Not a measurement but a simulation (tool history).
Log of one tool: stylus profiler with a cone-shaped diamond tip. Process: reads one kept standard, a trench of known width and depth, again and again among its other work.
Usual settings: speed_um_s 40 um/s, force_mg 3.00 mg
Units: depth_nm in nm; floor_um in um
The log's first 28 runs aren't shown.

run 29 day=74.775 | speed_um_s=148 force_mg=2.61 | depth_nm=502.33 floor_um=43.72
run 30 day=76.538 | speed_um_s=148 force_mg=1.63 | depth_nm=501.06 floor_um=43.62
run 31 day=78.983 | speed_um_s=15 force_mg=3.68 | depth_nm=503.32 floor_um=43.86
run 32 day=80.738 | speed_um_s=68 force_mg=4.91 | depth_nm=504.58 floor_um=43.76
run 33 day=83.217 | speed_um_s=68 force_mg=4.91 | depth_nm=504.04 floor_um=43.68
run 34 day=85.838 | speed_um_s=68 force_mg=4.91 | depth_nm=504.19 floor_um=43.68
run 35 day=89.346 | speed_um_s=65 force_mg=3.56 | depth_nm=502.74 floor_um=43.54
run 36 day=92.183 | speed_um_s=65 force_mg=3.56 | depth_nm=503.00 floor_um=43.45
run 37 day=95.096 | speed_um_s=11 force_mg=3.51 | depth_nm=502.65 floor_um=43.50
run 38 day=97.558 | speed_um_s=11 force_mg=3.51 | depth_nm=502.25 floor_um=43.41
run 39 day=100.154 | speed_um_s=45 force_mg=6.22 | depth_nm=504.85 floor_um=43.27
run 40 day=103.600 | speed_um_s=15 force_mg=6.58 | depth_nm=505.01 floor_um=43.29
run 41 day=106.225 | speed_um_s=18 force_mg=3.00 | depth_nm=501.65 floor_um=43.16
run 42 day=108.304 | speed_um_s=40 force_mg=2.90 | depth_nm=501.52 floor_um=43.03
run 43 day=109.800 | speed_um_s=77 force_mg=7.21 | depth_nm=505.08 floor_um=42.99
run 44 day=111.750 | speed_um_s=42 force_mg=3.20 | depth_nm=501.43 floor_um=43.01
run 45 day=114.800 | speed_um_s=42 force_mg=3.20 | depth_nm=501.39 floor_um=42.96

3 ways to go on from here, each from the tool as it stands after run 45. What would each give?
-- day=115.329 height scale calibrated on a step standard
run A day=118.262 | speed_um_s=49 force_mg=6.83 | depth_nm=? floor_um=?
-- day=115.329 height scale calibrated on a step standard
run B day=118.262 | speed_um_s=42 force_mg=1.36 | depth_nm=? floor_um=?
-- day=115.329 height scale calibrated on a step standard
run C day=118.262 | speed_um_s=40 force_mg=1.42 | depth_nm=? floor_um=?

run=A depth_nm=508.32 floor_um=42.88
run=B depth_nm=502.56 floor_um=42.83
run=C depth_nm=502.68 floor_um=42.84
Without the tool's hidden state the same runs would have given:
run=A depth_nm=508.57 floor_um=45.58
run=B depth_nm=502.82 floor_um=45.53
run=C depth_nm=502.93 floor_um=45.54
